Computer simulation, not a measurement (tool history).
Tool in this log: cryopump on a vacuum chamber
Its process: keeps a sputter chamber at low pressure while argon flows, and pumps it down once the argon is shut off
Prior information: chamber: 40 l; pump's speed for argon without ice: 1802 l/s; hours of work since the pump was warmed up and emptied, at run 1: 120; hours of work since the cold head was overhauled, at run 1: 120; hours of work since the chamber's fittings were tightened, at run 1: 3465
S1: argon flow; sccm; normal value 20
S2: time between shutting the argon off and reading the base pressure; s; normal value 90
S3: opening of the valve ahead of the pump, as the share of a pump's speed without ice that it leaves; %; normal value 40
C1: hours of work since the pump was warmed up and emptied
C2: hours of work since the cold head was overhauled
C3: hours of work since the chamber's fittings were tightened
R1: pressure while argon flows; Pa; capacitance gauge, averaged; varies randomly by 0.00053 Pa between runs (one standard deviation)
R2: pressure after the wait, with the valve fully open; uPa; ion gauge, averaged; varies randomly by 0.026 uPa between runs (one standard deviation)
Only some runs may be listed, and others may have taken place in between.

| run | hour | S1 | S2 | S3 | C1 | C2 | C3 | R1 | R2 |
|---|---|---|---|---|---|---|---|---|---|
| 1 | 0 | 20 | 90 | 40 | 120 | 120 | 3465 | 0.0477 | 2.62 |
| 2 | 19.3 | 20 | 90 | 34 | 132 | 132 | 3476 | 0.056 | 2.55 |
| 3 | 32.7 | 20 | 90 | 40 | 139 | 139 | 3484 | 0.0491 | 2.63 |
| 4 | 50.5 | 20 | 90 | 40 | 150 | 150 | 3494 | 0.0483 | 2.65 |
| 5 | 78.5 | 20 | 90 | 40 | 166 | 166 | 3510 | 0.0484 | 2.66 |
| 6 | 106 | 20 | 90 | 40 | 182 | 182 | 3526 | 0.0477 | 2.75 |
| 7 | 133.2 | 20 | 90 | 23 | 198 | 198 | 3542 | 0.0828 | 2.67 |
| 8 | 162.4 | 20 | 90 | 23 | 215 | 215 | 3559 | 0.0831 | 2.66 |
| 9 | 183.9 | 16 | 90 | 40 | 228 | 228 | 3572 | 0.0399 | 2.72 |
| 10 | 207.6 | 16 | 41 | 40 | 242 | 242 | 3586 | 0.0399 | 3.71 |
| 11 | 220.5 | 16 | 87 | 40 | 249 | 249 | 3593 | 0.0385 | 2.76 |
| 12 | 242.2 | 20 | 90 | 40 | 262 | 262 | 3606 | 0.0502 | 2.72 |
| 13 | 262.4 | 20 | 90 | 40 | 274 | 274 | 3618 | 0.0482 | 2.87 |
| 14 | 288.9 | 20 | 90 | 40 | 289 | 289 | 3633 | 0.0497 | 2.9 |
| 15 | 316.1 | 20 | 90 | 40 | 305 | 305 | 3649 | 0.0495 | 2.87 |
| 16 | 341.5 | 20 | 90 | 40 | 320 | 320 | 3664 | 0.0491 | 2.84 |
| 17 | 365.6 | 20 | 90 | 40 | 334 | 334 | 3678 | 0.0502 | 2.9 |
| 18 | 388.9 | 20 | 271 | 20 | 347 | 347 | 3692 | 0.0975 | 2.28 |
| 19 | 407.5 | 15 | 119 | 20 | 358 | 358 | 3703 | 0.0725 | 2.68 |
| 20 | 427.1 | 15 | 119 | 20 | 370 | 370 | 3714 | 0.0723 | 2.8 |
|  | 446 | leaking fittings of the chamber tightened, without venting |
| 21 | 455.1 | 20 | 32 | 23 | 385 | 385 | 5 | 0.0866 | 2.76 |
| 22 | 474.3 | 20 | 32 | 23 | 396 | 396 | 17 | 0.0858 | 2.76 |
| 23 | 491.1 | 18 | 20 | 58 | 406 | 406 | 26 | 0.0319 | 4.3 |
| 24 | 520.4 | 9 | 66 | 40 | 423 | 423 | 43 | 0.023 | 1.53 |
|  | 534.8 | pump warmed up, emptied and cooled again |
| 25 | 556.2 | 14 | 55 | 40 | 12 | 441 | 61 | 0.0325 | 1.68 |
| 26 | 572.8 | 14 | 55 | 40 | 22 | 451 | 71 | 0.0324 | 1.68 |
| 27 | 592.7 | 14 | 55 | 40 | 34 | 462 | 83 | 0.0334 | 1.73 |
| 28 | 618.9 | 20 | 90 | 16 | 49 | 478 | 98 | 0.1174 | 1.11 |
| 29 | 641.6 | 39 | 51 | 17 | 62 | 491 | 111 | 0.2169 | 1.84 |
| 30 | 657.1 | 9 | 90 | 29 | 71 | 500 | 120 | 0.0294 | 1.17 |
| 31 | 687 | 9 | 90 | 29 | 89 | 517 | 138 | 0.0306 | 1.17 |
| 32 | 717.8 | 14 | 61 | 32 | 107 | 535 | 156 | 0.0419 | 1.59 |
| 33 | 739.2 | 20 | 90 | 24 | 119 | 548 | 168 | 0.0798 | 1.18 |
| 34 | 760.9 | 20 | 90 | 24 | 132 | 561 | 181 | 0.0789 | 1.21 |

Predict each of these 3 candidate next runs independently; none follows another, all start after run 34:
| A | 779.4 | 8 | 90 | 42 | 143 | 571 | 192 | ? | ? |
| B | 779.4 | 30 | 90 | 24 | 143 | 571 | 192 | ? | ? |
| C | 779.4 | 8 | 90 | 40 | 143 | 571 | 192 | ? | ? |

| run | R1 | R2 |
|---|---|---|
| A | 0.0184 | 1.19 |
| B | 0.1188 | 1.19 |
| C | 0.0192 | 1.19 |
With no hidden state in the tool, these same runs would have given:
| run | R1 | R2 |
|---|---|---|
| A | 0.0178 | 1.03 |
| B | 0.1167 | 1.04 |
| C | 0.0186 | 1.04 |
